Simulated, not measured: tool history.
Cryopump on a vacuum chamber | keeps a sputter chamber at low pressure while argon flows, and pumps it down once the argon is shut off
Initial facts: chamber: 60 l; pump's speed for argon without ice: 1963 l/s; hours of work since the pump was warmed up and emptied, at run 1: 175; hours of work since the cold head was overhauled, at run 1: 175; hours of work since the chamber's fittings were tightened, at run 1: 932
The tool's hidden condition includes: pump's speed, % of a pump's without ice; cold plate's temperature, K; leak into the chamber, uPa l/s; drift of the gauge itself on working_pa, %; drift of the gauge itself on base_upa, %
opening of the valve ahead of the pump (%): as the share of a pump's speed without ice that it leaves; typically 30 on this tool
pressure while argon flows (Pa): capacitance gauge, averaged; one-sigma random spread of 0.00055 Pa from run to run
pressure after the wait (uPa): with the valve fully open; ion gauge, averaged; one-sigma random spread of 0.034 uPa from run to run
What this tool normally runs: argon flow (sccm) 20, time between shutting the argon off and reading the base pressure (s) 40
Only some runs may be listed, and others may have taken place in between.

run	hour	argon flow (sccm)	time between shutting the argon off and reading the base pressure (s)	opening of the valve ahead of the pump (%)	hours of work since the pump was warmed up and emptied	hours of work since the cold head was overhauled	hours of work since the chamber's fittings were tightened	pressure while argon flows (Pa)	pressure after the wait (uPa)
1	0	20	40	30	175	175	932	0.0595	2.33
2	22.1	20	40	30	186	186	943	0.0582	2.38
3	32	20	40	30	191	191	947	0.0583	2.39
4	53.7	20	40	30	201	201	958	0.0589	2.4
5	68.8	20	20	30	208	208	965	0.0585	4
6	88.9	20	20	30	217	217	974	0.0593	4.09
7	103.2	20	20	30	224	224	981	0.0584	3.95
8	126.3	20	77	18	235	235	992	0.0966	1.6
9	144	20	77	18	243	243	1000	0.0967	1.65
10	163.9	20	30	18	253	253	1010	0.0978	2.93
11	174.1	20	216	30	258	258	1015	0.0583	1.07
12	191	20	216	30	266	266	1023	0.0586	1.07
13	212.3	22	21	26	276	276	1033	0.0748	3.9

3 ways to go on from here, each from the tool as it stands after run 13. What would each give?
A	233.5	12	40	30	286	286	1043	?	?
B	233.5	15	40	30	286	286	1043	?	?
C	233.5	22	21	48	286	286	1043	?	?

run	pressure while argon flows (Pa)	pressure after the wait (uPa)
A	0.0358	2.46
B	0.0433	2.46
C	0.0408	3.92
Without the tool's hidden state the same runs would have given:
run	pressure while argon flows (Pa)	pressure after the wait (uPa)
A	0.035	1.82
B	0.0422	1.82
C	0.0391	3.3
